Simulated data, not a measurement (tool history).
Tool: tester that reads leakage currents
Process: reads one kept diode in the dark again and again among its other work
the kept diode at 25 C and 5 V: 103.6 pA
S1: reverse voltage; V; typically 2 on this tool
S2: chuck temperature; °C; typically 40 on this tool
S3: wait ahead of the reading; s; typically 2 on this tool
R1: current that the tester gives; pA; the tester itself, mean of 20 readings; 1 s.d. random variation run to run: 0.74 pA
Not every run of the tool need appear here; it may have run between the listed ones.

run 1 hour=0 | S1=2 S2=40 S3=2 | R1=254.31
run 2 hour=188.7 | S1=2 S2=40 S3=2 | R1=256.03
run 3 hour=325.8 | S1=2 S2=40 S3=2 | R1=260.75
run 4 hour=489.3 | S1=2 S2=40 S3=2 | R1=261.47
run 5 hour=636.3 | S1=2 S2=40 S3=2 | R1=265.66
run 6 hour=856.3 | S1=2 S2=35 S3=2 | R1=186.11
run 7 hour=984.6 | S1=2 S2=21 S3=2 | R1=63.41
run 8 hour=1203.9 | S1=2 S2=21 S3=2 | R1=64.85
run 9 hour=1317.9 | S1=2 S2=40 S3=2 | R1=277.02
run 10 hour=1417.4 | S1=2 S2=40 S3=2 | R1=278.91
run 11 hour=1611.3 | S1=2 S2=40 S3=2 | R1=283.37
run 12 hour=1776.8 | S1=2 S2=40 S3=2 | R1=284.61
-- hour=1979 chuck's temperature calibrated
run 13 hour=1991 | S1=2 S2=40 S3=2 | R1=248.32
run 14 hour=2178.7 | S1=2 S2=40 S3=2 | R1=251.49
run 15 hour=2340.5 | S1=2 S2=40 S3=2 | R1=254.37
run 16 hour=2485.8 | S1=2 S2=40 S3=2 | R1=257.06
run 17 hour=2728.2 | S1=2 S2=40 S3=2 | R1=260.63
run 18 hour=2854.5 | S1=2 S2=40 S3=2 | R1=262.49
-- hour=2896 probe card cleaned and baked
run 19 hour=2983.6 | S1=2 S2=40 S3=2 | R1=261.74
run 20 hour=3206.7 | S1=7.13 S2=47 S3=4.43 | R1=669.22
run 21 hour=3401.9 | S1=5.02 S2=32 S3=1.44 | R1=199.64
run 22 hour=3599.6 | S1=2 S2=55 S3=2 | R1=777.51
run 23 hour=3793 | S1=3.72 S2=53 S3=2 | R1=843.86
run 24 hour=3972 | S1=3.1 S2=40 S3=0.75 | R1=322.97
run 25 hour=4188.4 | S1=3.1 S2=40 S3=0.75 | R1=326.04
-- hour=4369.8 chuck's temperature calibrated
run 26 hour=4426.4 | S1=5.94 S2=28 S3=0.33 | R1=144.34
run 27 hour=4527.9 | S1=14.69 S2=41 S3=0.42 | R1=529.79
-- hour=4546.4 tester calibrated
run 28 hour=4678.3 | S1=14.69 S2=41 S3=0.42 | R1=534.77
run 29 hour=4853 | S1=4.63 S2=36 S3=2 | R1=251.4
run 30 hour=5035.6 | S1=4.63 S2=36 S3=2 | R1=256.16
-- hour=5115.6 tester calibrated, once more
run 31 hour=5205 | S1=2 S2=36 S3=2 | R1=193.92
run 32 hour=5332.6 | S1=2 S2=36 S3=2 | R1=195.78
run 33 hour=5520.2 | S1=2 S2=36 S3=2 | R1=197.72
run 34 hour=5711.8 | S1=4.9 S2=38 S3=3.51 | R1=314.64
run 35 hour=5880.7 | S1=2 S2=22 S3=2 | R1=68.31
run 36 hour=5987.7 | S1=2 S2=22 S3=0.86 | R1=68.59
run 37 hour=6149.9 | S1=4.27 S2=25 S3=5.68 | R1=114.6
run 38 hour=6325.8 | S1=1.83 S2=25 S3=1.6 | R1=86.61

Selected run-to-run steps in R1, each split into two signed amounts: the part the tool would show with no hidden state at all (from settings, incoming material and random variation), and the remainder, which goes to the hidden state together with any gauge scatter not common to the measured and the hidden-state-free results:
What the log doesn't record here: stray current of the dirty probe card, pA a volt; current scale over the true one, %; true chuck temperature over the reading, C; drift of the gauge itself on leakage_pa, %.
Run 20 -> 21: S1 7.13 -> 5.02, S2 47 -> 32, S3 4.43 -> 1.44. R1 -469.58 pA: hidden state -30.37, all else -439.21.
Run 21 -> 22: S1 5.02 -> 2, S2 32 -> 55, S3 1.44 -> 2. R1 +577.87 pA: hidden state +51.74, all else +526.13.
Run 23 -> 24: S1 3.72 -> 3.1, S2 53 -> 40, S3 2 -> 0.75. R1 -520.89 pA: hidden state -47.1, all else -473.79.
Run 25 -> 26: S1 3.1 -> 5.94, S2 40 -> 28, S3 0.75 -> 0.33, chuck's temperature calibrated. R1 -181.7 pA: hidden state -39.73, all else -141.97.
